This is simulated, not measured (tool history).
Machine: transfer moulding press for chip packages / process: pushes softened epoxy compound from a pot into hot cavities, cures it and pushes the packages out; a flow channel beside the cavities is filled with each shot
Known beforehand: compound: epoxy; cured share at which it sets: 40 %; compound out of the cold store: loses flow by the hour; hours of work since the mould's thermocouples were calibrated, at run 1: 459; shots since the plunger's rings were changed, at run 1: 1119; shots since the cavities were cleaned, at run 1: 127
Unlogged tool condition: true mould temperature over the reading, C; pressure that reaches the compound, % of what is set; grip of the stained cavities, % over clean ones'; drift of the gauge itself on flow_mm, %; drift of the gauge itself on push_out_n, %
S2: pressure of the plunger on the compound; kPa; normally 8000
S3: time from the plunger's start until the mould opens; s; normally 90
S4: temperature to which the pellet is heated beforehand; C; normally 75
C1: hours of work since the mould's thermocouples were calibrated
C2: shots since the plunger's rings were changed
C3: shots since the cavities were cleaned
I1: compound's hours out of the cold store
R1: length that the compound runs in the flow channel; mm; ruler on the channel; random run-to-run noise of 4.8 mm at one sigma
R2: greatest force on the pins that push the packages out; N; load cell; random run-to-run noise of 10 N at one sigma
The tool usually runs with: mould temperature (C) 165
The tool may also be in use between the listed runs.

Run 1, day 0.000: usual settings; C1 459; C2 1119; C3 127; I1 17.1. Result: R1 673 mm, R2 634 N.
Run 2, day 0.783: usual settings but S4 84 C; C1 468; C2 1307; C3 315; I1 20.2. Result: R1 666 mm, R2 631 N.
Run 3, day 1.583: usual settings but mould temperature (C) 158, S4 84 C; C1 477; C2 1500; C3 508; I1 39.7. Result: R1 608 mm, R2 1090 N.
Run 4, day 2.425: usual settings but mould temperature (C) 158, S4 84 C; C1 487; C2 1701; C3 709; I1 27.6. Result: R1 661 mm, R2 1258 N.
At day 2.888: cavities cleaned with cleaning compound and waxed.
Run 5, day 3.208: usual settings but mould temperature (C) 158, S3 83 s, S4 84 C; C1 495; C2 1875; C3 77; I1 17.0. Result: R1 692 mm, R2 1201 N.
Run 6, day 4.296: usual settings but S2 8700 kPa; C1 508; C2 2136; C3 338; I1 17.8. Result: R1 686 mm, R2 683 N.
Run 7, day 4.996: usual settings but S2 8700 kPa; C1 516; C2 2304; C3 506; I1 18.0. Result: R1 686 mm, R2 722 N.
At day 6.262: cavities cleaned with cleaning compound and waxed.
Run 8, day 6.262: usual settings; C1 530; C2 2593; C3 0; I1 43.4. Result: R1 586 mm, R2 513 N.
Run 9, day 7.658: usual settings; C1 546; C2 2929; C3 336; I1 30.6. Result: R1 623 mm, R2 631 N.
Run 10, day 8.829: usual settings but S4 84 C; C1 560; C2 3209; C3 616; I1 13.8. Result: R1 675 mm, R2 728 N.
Run 11, day 9.467: usual settings but S4 84 C; C1 568; C2 3363; C3 770; I1 9.1. Result: R1 688 mm, R2 810 N.
At day 9.733: cavities cleaned with cleaning compound and waxed.
At day 10.217: mould's thermocouples calibrated.
Run 12, day 10.892: usual settings but S4 84 C; C1 8; C2 3670; C3 258; I1 38.0. Result: R1 585 mm, R2 549 N.
Run 13, day 11.912: usual settings; C1 20; C2 3915; C3 503; I1 18.4. Result: R1 653 mm, R2 693 N.
Run 14, day 12.862: usual settings but S2 6190 kPa; C1 31; C2 4143; C3 731; I1 47.3. Result: R1 494 mm, R2 659 N.
At day 13.267: cavities cleaned with cleaning compound and waxed.
Run 15, day 14.088: usual settings but S2 6190 kPa; C1 44; C2 4422; C3 196; I1 37.4. Result: R1 518 mm, R2 566 N.
Run 16, day 15.154: usual settings but S2 9330 kPa; C1 57; C2 4679; C3 453; I1 39.2. Result: R1 621 mm, R2 606 N.
Run 17, day 15.758: usual settings but mould temperature (C) 159, S2 8190 kPa; C1 64; C2 4824; C3 598; I1 17.2. Result: R1 673 mm, R2 1177 N.
At day 16.479: plunger's sealing rings changed.
At day 16.783: cavities cleaned with cleaning compound and waxed.
Run 18, day 17.167: usual settings but mould temperature (C) 159, S2 8190 kPa, S4 67 C; C1 78; C2 151; C3 93; I1 38.6. Result: R1 628 mm, R2 844 N.
Run 19, day 18.467: usual settings but mould temperature (C) 159, S2 7620 kPa, S3 126 s; C1 93; C2 462; C3 404; I1 18.5. Result: R1 663 mm, R2 497 N.
Run 20, day 19.696: usual settings but mould temperature (C) 159, S2 7620 kPa, S3 126 s, S4 68 C; C1 108; C2 757; C3 699; I1 15.0. Result: R1 678 mm, R2 572 N.
At day 20.183: cavities cleaned with cleaning compound and waxed.
Run 21, day 20.804: usual settings but mould temperature (C) 158, S2 6860 kPa, S3 111 s, S4 76 C; C1 120; C2 1009; C3 149; I1 23.9. Result: R1 620 mm, R2 653 N.
Run 22, day 22.042: usual settings but mould temperature (C) 158, S2 6860 kPa, S3 111 s, S4 76 C; C1 134; C2 1306; C3 446; I1 14.8. Result: R1 646 mm, R2 762 N.
Run 23, day 22.921: usual settings but mould temperature (C) 158, S2 6860 kPa, S3 111 s, S4 76 C; C1 145; C2 1518; C3 658; I1 17.3. Result: R1 651 mm, R2 776 N.
At day 23.592: cavities cleaned with cleaning compound and waxed.
Run 24, day 23.667: usual settings but mould temperature (C) 158, S2 6860 kPa, S3 111 s, S4 76 C; C1 152; C2 1682; C3 18; I1 16.8. Result: R1 641 mm, R2 592 N.
Run 25, day 24.867: usual settings but mould temperature (C) 158, S2 6860 kPa, S3 111 s, S4 76 C; C1 166; C2 1970; C3 306; I1 29.1. Result: R1 603 mm, R2 679 N.
Run 26, day 25.650: usual settings but mould temperature (C) 167, S2 6860 kPa, S3 86 s, S4 76 C; C1 176; C2 2158; C3 494; I1 20.4. Result: R1 599 mm, R2 655 N.
Run 27, day 26.267: usual settings but mould temperature (C) 167, S2 6860 kPa, S3 86 s, S4 76 C; C1 183; C2 2306; C3 642; I1 31.3. Result: R1 561 mm, R2 646 N.

4 options for the next run, each taken on its own from the tool as it stands now. Forecast them:
At day 26.979: cavities cleaned with cleaning compound and waxed.
Run A, day 27.642: usual settings but mould temperature (C) 166, S2 8120 kPa, S3 121 s, S4 76 C; C1 198; C2 2621; C3 159; I1 27.5. Result: R1 ?, R2 ?.
At day 26.979: cavities cleaned with cleaning compound and waxed.
Run B, day 27.642: usual settings but mould temperature (C) 161, S4 72 C; C1 198; C2 2621; C3 159; I1 21.2. Result: R1 ?, R2 ?.
At day 26.979: cavities cleaned with cleaning compound and waxed.
Run C, day 27.642: usual settings but mould temperature (C) 163, S2 6550 kPa, S3 86 s, S4 79 C; C1 198; C2 2621; C3 159; I1 35.4. Result: R1 ?, R2 ?.
At day 26.979: cavities cleaned with cleaning compound and waxed.
Run D, day 27.642: usual settings but mould temperature (C) 167, S2 6860 kPa, S3 71 s, S4 76 C; C1 198; C2 2621; C3 159; I1 25.3. Result: R1 ?, R2 ?.

run   R1   R2
  A  625  364
  B  664  812
  C  547  716
  D  587  853
Stripped of hidden state, with their random variation kept, the same runs would have yielded:
run   R1   R2
  A  642  322
  B  683  705
  C  563  622
  D  604  742
